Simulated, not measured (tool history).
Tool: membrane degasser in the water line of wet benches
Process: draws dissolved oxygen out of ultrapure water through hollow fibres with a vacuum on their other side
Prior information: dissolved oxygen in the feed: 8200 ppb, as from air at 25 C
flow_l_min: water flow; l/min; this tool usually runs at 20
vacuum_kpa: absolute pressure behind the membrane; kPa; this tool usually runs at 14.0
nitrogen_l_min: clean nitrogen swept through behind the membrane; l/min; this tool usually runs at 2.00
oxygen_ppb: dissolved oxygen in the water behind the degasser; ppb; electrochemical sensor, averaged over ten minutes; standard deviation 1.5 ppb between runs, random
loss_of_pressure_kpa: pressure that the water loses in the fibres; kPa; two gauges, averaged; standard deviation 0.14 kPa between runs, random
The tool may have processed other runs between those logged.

| run | hour | flow_l_min | vacuum_kpa | nitrogen_l_min | oxygen_ppb | loss_of_pressure_kpa |
|---|---|---|---|---|---|---|
| 1 | 0.0 | 20 | 14.0 | 2.00 | 273.5 | 35.42 |
| 2 | 127.2 | 20 | 14.0 | 2.00 | 274.5 | 35.08 |
| 3 | 199.3 | 20 | 14.0 | 2.00 | 275.0 | 35.18 |
| 4 | 326.1 | 16 | 14.0 | 2.00 | 214.7 | 28.39 |
| 5 | 414.6 | 20 | 14.0 | 2.00 | 274.4 | 35.24 |
| 6 | 554.4 | 20 | 14.0 | 2.00 | 276.0 | 35.26 |
| 7 | 661.8 | 20 | 19.2 | 2.00 | 389.0 | 34.96 |
| 8 | 812.6 | 20 | 14.0 | 2.00 | 274.9 | 35.35 |
| 9 | 932.8 | 20 | 14.0 | 2.00 | 275.3 | 35.51 |
| 10 | 1060.0 | 20 | 14.0 | 2.00 | 274.7 | 35.36 |
| 11 | 1142.6 | 20 | 14.0 | 2.00 | 277.5 | 35.23 |
| 12 | 1257.1 | 20 | 14.0 | 2.00 | 276.0 | 35.02 |
| 13 | 1344.3 | 20 | 14.0 | 2.00 | 277.9 | 35.32 |
| 14 | 1462.8 | 20 | 14.0 | 2.00 | 281.1 | 35.56 |
| 15 | 1560.4 | 20 | 14.0 | 2.00 | 278.9 | 35.45 |
| 16 | 1702.6 | 20 | 14.0 | 2.00 | 279.2 | 35.58 |
| 17 | 1818.2 | 17 | 8.9 | 2.00 | 132.8 | 29.97 |
| 18 | 1975.8 | 14 | 14.0 | 2.00 | 190.8 | 25.04 |
| 19 | 2059.6 | 20 | 14.0 | 2.13 | 264.9 | 35.45 |
| 20 | 2156.5 | 20 | 14.0 | 2.13 | 263.5 | 35.63 |
| 21 | 2269.9 | 30 | 14.0 | 1.04 | 710.8 | 53.12 |
| 22 | 2391.9 | 30 | 14.0 | 1.04 | 711.4 | 53.17 |
| 23 | 2553.0 | 30 | 14.0 | 1.04 | 707.5 | 53.50 |
| 24 | 2628.9 | 30 | 14.0 | 1.04 | 717.4 | 53.57 |
| 25 | 2737.3 | 20 | 8.9 | 2.00 | 164.3 | 35.45 |
| 26 | 2844.9 | 22 | 9.4 | 1.21 | 293.5 | 39.38 |
|  | 2949.7 | seals of the vacuum lines changed |
| 27 | 3006.9 | 21 | 16.9 | 1.05 | 607.5 | 37.42 |
| 28 | 3083.1 | 21 | 8.9 | 1.38 | 230.6 | 37.64 |
| 29 | 3221.6 | 22 | 8.7 | 1.38 | 238.7 | 39.09 |
| 30 | 3356.9 | 22 | 8.7 | 1.38 | 238.4 | 38.96 |
| 31 | 3504.5 | 22 | 8.7 | 1.38 | 240.8 | 39.26 |

Pick out some run-to-run changes in oxygen_ppb. Of each, how much would a tool without hidden state show as well, from the settings, what came in and chance, and how much is left for the hidden state and any gauge scatter not in both results compared?
Unlogged tool condition in this case: membrane still open, %; true pressure behind the membrane over the reading, kPa; air that leaks in behind the membrane, l/min; drift of the gauge itself on oxygen_ppb, %; drift of the gauge itself on loss_of_pressure_kpa, %.
Run 20 -> 21: flow_l_min 20 -> 30, nitrogen_l_min 2.13 -> 1.04. oxygen_ppb +447.3 ppb: hidden state +8.6, all else +438.7.
Run 24 -> 25: flow_l_min 30 -> 20, vacuum_kpa 14.0 -> 8.9, nitrogen_l_min 1.04 -> 2.00. oxygen_ppb -553.1 ppb: hidden state -10.0, all else -543.1.
Run 25 -> 26: flow_l_min 20 -> 22, vacuum_kpa 8.9 -> 9.4, nitrogen_l_min 2.00 -> 1.21. oxygen_ppb +129.2 ppb: hidden state +4.9, all else +124.3.
Run 27 -> 28: vacuum_kpa 16.9 -> 8.9, nitrogen_l_min 1.05 -> 1.38. oxygen_ppb -376.9 ppb: hidden state -0.9, all else -376.0.
